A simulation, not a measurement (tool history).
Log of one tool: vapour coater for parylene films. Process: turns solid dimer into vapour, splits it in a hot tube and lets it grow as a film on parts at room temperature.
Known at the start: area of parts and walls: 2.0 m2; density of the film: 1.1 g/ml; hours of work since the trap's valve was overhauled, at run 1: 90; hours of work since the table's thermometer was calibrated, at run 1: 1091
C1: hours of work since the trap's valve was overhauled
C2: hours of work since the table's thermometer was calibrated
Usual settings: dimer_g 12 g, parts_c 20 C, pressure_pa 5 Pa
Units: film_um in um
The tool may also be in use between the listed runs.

{"run": 1, "hour": 0.0, "dimer_g": 12, "parts_c": 20, "pressure_pa": 5, "C1": 90, "C2": 1091, "film_um": 3.72}
{"run": 2, "hour": 21.0, "dimer_g": 12, "parts_c": 20, "pressure_pa": 5, "C1": 106, "C2": 1106, "film_um": 3.75}
{"run": 3, "hour": 41.4, "dimer_g": 12, "parts_c": 20, "pressure_pa": 5, "C1": 121, "C2": 1122, "film_um": 3.62}
{"run": 4, "hour": 59.8, "dimer_g": 12, "parts_c": 20, "pressure_pa": 5, "C1": 135, "C2": 1136, "film_um": 3.7}
{"run": 5, "hour": 89.1, "dimer_g": 12, "parts_c": 20, "pressure_pa": 5, "C1": 157, "C2": 1158, "film_um": 3.7}
{"run": 6, "hour": 117.3, "dimer_g": 12, "parts_c": 20, "pressure_pa": 5, "C1": 179, "C2": 1180, "film_um": 3.63}
{"run": 7, "hour": 139.8, "dimer_g": 12, "parts_c": 23, "pressure_pa": 5, "C1": 196, "C2": 1197, "film_um": 3.17}
{"run": 8, "hour": 174.4, "dimer_g": 12, "parts_c": 20, "pressure_pa": 5, "C1": 222, "C2": 1223, "film_um": 3.58}
{"run": 9, "hour": 203.8, "dimer_g": 12, "parts_c": 20, "pressure_pa": 5.5, "C1": 244, "C2": 1245, "film_um": 3.51}
{"run": 10, "hour": 229.8, "dimer_g": 12, "parts_c": 20, "pressure_pa": 5.5, "C1": 264, "C2": 1265, "film_um": 3.43}
{"hour": 250.3, "done": "trap's valve overhauled"}
{"run": 11, "hour": 266.0, "dimer_g": 12, "parts_c": 20, "pressure_pa": 5.5, "C1": 12, "C2": 1289, "film_um": 3.92}
{"run": 12, "hour": 290.3, "dimer_g": 12, "parts_c": 20, "pressure_pa": 5.5, "C1": 30, "C2": 1308, "film_um": 3.85}
{"run": 13, "hour": 319.6, "dimer_g": 5, "parts_c": 16, "pressure_pa": 5.5, "C1": 53, "C2": 1330, "film_um": 1.88}
{"run": 14, "hour": 345.7, "dimer_g": 15, "parts_c": 16, "pressure_pa": 10.73, "C1": 72, "C2": 1350, "film_um": 5.39}
{"run": 15, "hour": 369.3, "dimer_g": 12, "parts_c": 13, "pressure_pa": 5.62, "C1": 90, "C2": 1368, "film_um": 5.1}
{"run": 16, "hour": 390.0, "dimer_g": 21, "parts_c": 13, "pressure_pa": 5.99, "C1": 106, "C2": 1383, "film_um": 8.84}
{"run": 17, "hour": 418.0, "dimer_g": 21, "parts_c": 13, "pressure_pa": 5.99, "C1": 127, "C2": 1405, "film_um": 8.88}
{"run": 18, "hour": 446.6, "dimer_g": 13, "parts_c": 13, "pressure_pa": 4.02, "C1": 149, "C2": 1426, "film_um": 5.41}
{"run": 19, "hour": 478.4, "dimer_g": 17, "parts_c": 20, "pressure_pa": 4.02, "C1": 173, "C2": 1451, "film_um": 5.3}
{"run": 20, "hour": 505.9, "dimer_g": 10, "parts_c": 14, "pressure_pa": 8.29, "C1": 194, "C2": 1471, "film_um": 3.81}
{"run": 21, "hour": 526.5, "dimer_g": 10, "parts_c": 14, "pressure_pa": 4.68, "C1": 210, "C2": 1487, "film_um": 3.92}
{"run": 22, "hour": 541.2, "dimer_g": 21, "parts_c": 24, "pressure_pa": 5, "C1": 221, "C2": 1498, "film_um": 5.14}

Some steps in film_um between neighbouring runs. How much of each would the tool show without its hidden state too (settings, what came in, random variation), and how much is left for the hidden state, with any gauge scatter that isn't in both results?
The hidden state here: vapour lost through the trap's worn valve, %; true temperature of the parts over the reading, C; drift of the gauge itself on film_um, %.
Run 10 -> 11: trap's valve overhauled. film_um +0.49 um: hidden state +0.41, all else +0.08.
Run 13 -> 14: dimer_g 5 -> 15, pressure_pa 5.5 -> 10.73. film_um +3.51 um: hidden state -0.03, all else +3.54.
Run 14 -> 15: dimer_g 15 -> 12, parts_c 16 -> 13, pressure_pa 10.73 -> 5.62. film_um -0.29 um: hidden state -0.13, all else -0.16.
Run 15 -> 16: dimer_g 12 -> 21, pressure_pa 5.62 -> 5.99. film_um +3.74 um: hidden state -0.12, all else +3.86.

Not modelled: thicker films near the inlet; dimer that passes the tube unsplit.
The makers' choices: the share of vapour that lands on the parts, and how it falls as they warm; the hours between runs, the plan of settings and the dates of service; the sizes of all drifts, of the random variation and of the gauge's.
